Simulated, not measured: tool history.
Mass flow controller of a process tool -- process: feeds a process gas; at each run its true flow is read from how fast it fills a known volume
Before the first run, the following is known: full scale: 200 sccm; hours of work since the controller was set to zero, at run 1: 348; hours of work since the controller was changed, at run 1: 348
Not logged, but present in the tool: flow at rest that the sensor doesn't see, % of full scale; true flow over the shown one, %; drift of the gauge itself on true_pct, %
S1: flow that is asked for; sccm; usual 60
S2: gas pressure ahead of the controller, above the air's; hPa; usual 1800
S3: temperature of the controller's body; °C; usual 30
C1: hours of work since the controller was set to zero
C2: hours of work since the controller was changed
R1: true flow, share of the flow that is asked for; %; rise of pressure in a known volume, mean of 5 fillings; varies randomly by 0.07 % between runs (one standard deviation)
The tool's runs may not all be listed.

{"run": 1, "hour": 0.0, "S1": 60, "S2": 1800, "S3": 30, "C1": 348, "C2": 348, "R1": 98.42}
{"run": 2, "hour": 79.3, "S1": 60, "S2": 1800, "S3": 30, "C1": 393, "C2": 393, "R1": 98.62}
{"run": 3, "hour": 132.3, "S1": 60, "S2": 1800, "S3": 30, "C1": 423, "C2": 423, "R1": 98.82}
{"run": 4, "hour": 220.8, "S1": 60, "S2": 2530, "S3": 30, "C1": 474, "C2": 474, "R1": 98.76}
{"run": 5, "hour": 319.1, "S1": 60, "S2": 1800, "S3": 30, "C1": 530, "C2": 530, "R1": 99.3}
{"run": 6, "hour": 420.0, "S1": 60, "S2": 1800, "S3": 30, "C1": 588, "C2": 588, "R1": 99.48}
{"run": 7, "hour": 510.4, "S1": 60, "S2": 1670, "S3": 30, "C1": 639, "C2": 639, "R1": 99.79}
{"run": 8, "hour": 559.1, "S1": 60, "S2": 1670, "S3": 30, "C1": 667, "C2": 667, "R1": 99.86}
{"run": 9, "hour": 621.1, "S1": 60, "S2": 1670, "S3": 30, "C1": 702, "C2": 702, "R1": 99.91}
{"run": 10, "hour": 667.1, "S1": 27, "S2": 2240, "S3": 30, "C1": 729, "C2": 729, "R1": 99.4}
{"run": 11, "hour": 758.9, "S1": 27, "S2": 2240, "S3": 30, "C1": 781, "C2": 781, "R1": 99.65}
{"run": 12, "hour": 833.4, "S1": 117, "S2": 2640, "S3": 35, "C1": 824, "C2": 824, "R1": 100.46}
{"run": 13, "hour": 905.0, "S1": 114, "S2": 2550, "S3": 30, "C1": 864, "C2": 864, "R1": 100.78}

Consider 3 possible next runs. They are alternatives, not a sequence: every one starts from the tool as it was left by run 13. What does each give?
{"run": "A", "hour": 969.4, "S1": 112, "S2": 1570, "S3": 30, "C1": 901, "C2": 901, "R1": "?"}
{"run": "B", "hour": 969.4, "S1": 72, "S2": 2370, "S3": 30, "C1": 901, "C2": 901, "R1": "?"}
{"run": "C", "hour": 969.4, "S1": 114, "S2": 2550, "S3": 31, "C1": 901, "C2": 901, "R1": "?"}

run=A R1=101.33
run=B R1=100.53
run=C R1=100.89
Without the tool's hidden state the same runs would have given:
run=A R1=99.19
run=B R1=98.41
run=C R1=98.76
